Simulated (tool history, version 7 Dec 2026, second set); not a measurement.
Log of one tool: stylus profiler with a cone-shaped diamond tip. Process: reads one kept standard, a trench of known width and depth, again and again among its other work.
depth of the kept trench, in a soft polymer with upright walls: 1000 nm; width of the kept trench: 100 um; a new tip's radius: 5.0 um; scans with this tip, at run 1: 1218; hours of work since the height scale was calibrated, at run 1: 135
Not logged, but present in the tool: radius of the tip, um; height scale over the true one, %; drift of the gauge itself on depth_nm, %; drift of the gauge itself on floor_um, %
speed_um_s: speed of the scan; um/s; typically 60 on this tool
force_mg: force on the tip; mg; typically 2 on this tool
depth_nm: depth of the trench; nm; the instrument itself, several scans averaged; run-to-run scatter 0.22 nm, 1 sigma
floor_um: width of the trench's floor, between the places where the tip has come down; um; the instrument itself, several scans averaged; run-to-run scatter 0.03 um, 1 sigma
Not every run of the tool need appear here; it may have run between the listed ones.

run	day	speed_um_s	force_mg	scans with this tip	hours of work since the height scale was calibrated	depth_nm	floor_um
1	0	60	2	1218	135	1007.23	93.66
2	2.746	60	2	1581	175	1007.51	93.71
3	5.262	60	2.23	1915	212	1008.06	93.63
4	8.596	60	2.23	2356	261	1008.05	93.69
5	11.392	60	2.23	2726	302	1008.09	93.67
6	14.012	43	2	3073	341	1007.64	93.72
7	17.542	43	2	3540	393	1007.69	93.72
8	19.421	43	3.49	3789	420	1010.96	93.82
9	22.008	60	2	4132	458	1007.52	93.62
10	24.154	19	2	4416	490	1007.52	93.82
11	27.108	93	2	4807	533	1007.79	93.53
12	31.058	93	2	5329	591	1007.23	93.49
13	34.533	83	2	5789	642	1007.44	93.53
14	38.279	83	2	6285	697	1007.12	93.56
15	41.975	60	2	6775	751	1007.29	93.71
16	45.579	20	2	7252	804	1007.47	93.87
17	48.767	20	2	7674	851	1007.15	93.93
18	52.425	20	2	8158	905	1007.83	93.88
19	56.421	60	2.31	8687	964	1008.07	93.66
20	60.492	60	2.31	9226	1023	1008.15	93.67
21	63.296	60	2	9597	1065	1007.53	93.63
22	65.517	60	3.26	9892	1097	1010.31	93.68
23	68.833	60	2	10330	1146	1007.59	93.65
24	71.642	60	2	10702	1187	1007.39	93.68
25	74.162	143	1.57	11036	1224	1006.65	93.11
26	77.3	174	3.05	11451	1270	1010.23	93.2
27	81.375	25	0.92	11991	1330	1003.94	93.82
28	83.771	60	0.69	12308	1365	1003.6	93.44
29	87.433	60	0.69	12793	1419	1003.66	93.38
30	89.283	144	5.31	13038	1446	1014.2	93.48

What does the tool deliver on the next run?
31	91.579	28	1.91	13341	1480	?	?

{"run 31": {"depth_nm": 1007.74, "floor_um": 93.85}}
With the hidden condition absent and the run-to-run variation left alone, this run would have shown depth_nm 1007.82 nm, floor_um 93.87 um.

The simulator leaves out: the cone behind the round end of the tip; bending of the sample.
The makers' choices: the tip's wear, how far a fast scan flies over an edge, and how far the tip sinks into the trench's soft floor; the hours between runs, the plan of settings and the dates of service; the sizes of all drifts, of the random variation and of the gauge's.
